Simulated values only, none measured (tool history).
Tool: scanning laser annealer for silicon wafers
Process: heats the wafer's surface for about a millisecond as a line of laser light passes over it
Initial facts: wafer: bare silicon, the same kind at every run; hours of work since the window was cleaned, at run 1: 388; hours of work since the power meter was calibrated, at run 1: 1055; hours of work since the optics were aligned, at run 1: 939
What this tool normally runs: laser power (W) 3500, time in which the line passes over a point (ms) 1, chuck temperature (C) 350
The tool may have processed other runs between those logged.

| run | hour | laser power (W) | time in which the line passes over a point (ms) | chuck temperature (C) | hours of work since the window was cleaned | hours of work since the power meter was calibrated | hours of work since the optics were aligned | highest temperature of the surface (C) |
|---|---|---|---|---|---|---|---|---|
| 1 | 0 | 3500 | 1 | 350 | 388 | 1055 | 939 | 1133 |
| 2 | 51.6 | 3500 | 1 | 350 | 421 | 1088 | 972 | 1126 |
| 3 | 128.9 | 3500 | 1 | 350 | 471 | 1138 | 1022 | 1121 |
| 4 | 206.7 | 3500 | 1 | 350 | 521 | 1188 | 1072 | 1120 |
| 5 | 257.9 | 3500 | 1 | 350 | 554 | 1221 | 1105 | 1122 |
|  | 263.6 | window over the wafer cleaned |
| 6 | 326.8 | 3500 | 1 | 350 | 41 | 1264 | 1148 | 1115 |
| 7 | 384.2 | 3179 | 1 | 350 | 78 | 1301 | 1185 | 1036 |
| 8 | 457.5 | 3179 | 1 | 350 | 125 | 1348 | 1232 | 1032 |
|  | 487.9 | optics aligned, line set to its width |
| 9 | 511.2 | 3826 | 0.83 | 372 | 156 | 1380 | 15 | 1164 |
| 10 | 553.7 | 3690 | 0.83 | 366 | 184 | 1407 | 42 | 1123 |
|  | 592.1 | window over the wafer cleaned, once more |
| 11 | 616 | 3690 | 0.83 | 366 | 15 | 1446 | 81 | 1151 |
| 12 | 662.2 | 3690 | 0.75 | 386 | 45 | 1475 | 111 | 1128 |
| 13 | 738 | 3652 | 0.82 | 350 | 94 | 1524 | 160 | 1116 |

Below, each run's measurement less what the same run would have read without the hidden state. Both values contain the same run-to-run variation, but the gauge's scatter may not be the same in both:
What the log doesn't record here: light that passes the window, % of a clean one's; laser's true power over the reading, %; width of the line over the set one, %; drift of the gauge itself on peak_c, C.
| run | highest temperature of the surface (C) |
|---|---|
| 1 | -28 |
| 2 | -30 |
| 3 | -32 |
| 4 | -34 |
| 5 | -35 |
| 6 | -40 |
| 7 | -37 |
| 8 | -39 |
| 9 | -22 |
| 10 | -23 |
| 11 | +1 |
| 12 | +0 |
| 13 | -2 |
